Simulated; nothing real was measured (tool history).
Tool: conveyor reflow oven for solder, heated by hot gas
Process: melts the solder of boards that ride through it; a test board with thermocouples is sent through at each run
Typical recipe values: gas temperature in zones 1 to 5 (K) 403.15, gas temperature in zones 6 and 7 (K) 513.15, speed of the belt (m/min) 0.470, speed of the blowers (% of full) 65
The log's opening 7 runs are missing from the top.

run	hour	gas temperature in zones 1 to 5 (K)	gas temperature in zones 6 and 7 (K)	speed of the belt (m/min)	speed of the blowers (% of full)	highest temperature of the board (K)	time above the solder's melting point (s)
8	63.3	403.15	513.15	0.470	65	490.34	53.6
9	72.4	403.15	513.15	0.470	64	489.98	53.6
10	84.9	390.15	513.15	0.470	65	487.46	47.6
11	97.5	403.15	502.15	0.470	65	480.94	45.2
12	104.7	403.15	502.15	0.470	65	481.13	45.3
13	114.6	403.15	502.15	0.470	65	480.98	45.5
14	124.7	403.15	502.15	0.470	65	481.19	45.4
15	131.2	403.15	502.15	0.470	65	481.01	45.5
16	137.5	413.15	504.15	0.421	50	484.93	58.7
17	144.7	403.15	513.15	0.539	60	482.92	39.9
18	152.7	418.15	505.15	0.500	58	482.95	48.6
19	165.1	410.15	528.15	0.500	58	499.57	58.7
20	173.4	410.15	528.15	0.500	58	499.60	59.0
21	185.1	410.15	528.15	0.495	58	500.10	59.8
22	190.8	405.15	502.15	0.495	79	482.68	45.2
23	200.4	415.15	521.15	0.495	61	496.41	59.2
24	206.7	415.15	521.15	0.495	61	496.34	59.3
25	214.0	415.15	521.15	0.495	61	496.34	59.1
26	226.1	403.15	513.15	0.470	50	485.60	48.9
27	236.7	402.15	513.15	0.470	65	489.95	53.3
28	246.9	402.15	513.15	0.470	65	490.08	53.1
29	255.2	413.15	523.15	0.512	65	497.39	57.1
30	267.0	403.15	523.15	0.492	65	496.67	56.0

Here are 4 independent what-if runs from the current tool condition. What would each one return?
A	272.4	399.15	513.15	0.470	65	?	?
B	272.4	403.15	517.15	0.421	65	?	?
C	272.4	391.15	513.15	0.470	78	?	?
D	272.4	395.15	513.15	0.470	65	?	?

run	highest temperature of the board (K)	time above the solder's melting point (s)
A	489.45	51.6
B	497.92	67.0
C	490.92	51.3
D	488.56	49.9
The same runs, with their run-to-run variation unchanged, on a tool lacking any hidden condition would have given:
run	highest temperature of the board (K)	time above the solder's melting point (s)
A	489.50	51.7
B	497.96	67.0
C	490.98	51.3
D	488.61	49.9
